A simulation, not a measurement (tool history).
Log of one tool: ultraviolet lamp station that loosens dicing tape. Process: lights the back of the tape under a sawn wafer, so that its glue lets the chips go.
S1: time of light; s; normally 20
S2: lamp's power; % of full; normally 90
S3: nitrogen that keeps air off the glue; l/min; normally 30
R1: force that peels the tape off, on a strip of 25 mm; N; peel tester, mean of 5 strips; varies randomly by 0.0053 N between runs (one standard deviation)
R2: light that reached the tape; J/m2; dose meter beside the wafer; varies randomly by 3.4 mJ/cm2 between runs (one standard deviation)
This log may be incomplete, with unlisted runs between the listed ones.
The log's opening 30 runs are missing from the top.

run 31 hour=407 | S1=17 S2=88 S3=23 | R1=0.214 R2=3720
run 32 hour=416.1 | S1=38 S2=93 S3=33 | R1=0.075 R2=8800
run 33 hour=433.2 | S1=38 S2=93 S3=33 | R1=0.069 R2=8810
run 34 hour=447.6 | S1=12 S2=76 S3=43 | R1=0.456 R2=2220
run 35 hour=458 | S1=13 S2=79 S3=12 | R1=0.721 R2=2510
run 36 hour=468.7 | S1=13 S2=76 S3=12 | R1=0.818 R2=2410
run 37 hour=478.2 | S1=21 S2=72 S3=10 | R1=0.383 R2=3720
run 38 hour=497.7 | S1=23 S2=66 S3=30 | R1=0.181 R2=3650
run 39 hour=517.3 | S1=12 S2=87 S3=9 | R1=0.831 R2=2570
run 40 hour=533.5 | S1=13 S2=74 S3=25 | R1=0.563 R2=2370
run 41 hour=545 | S1=13 S2=74 S3=25 | R1=0.585 R2=2350
run 42 hour=555.3 | S1=13 S2=74 S3=25 | R1=0.551 R2=2290

Forecast run 43:
run 43 hour=568.8 | S1=20 S2=66 S3=12 | R1=? R2=?

Run 43 came out at R1 0.463 N, R2 3190 J/m2.
The same run, on a tool lacking any hidden state, would have yielded R1 0.272 N, R2 4030 J/m2.
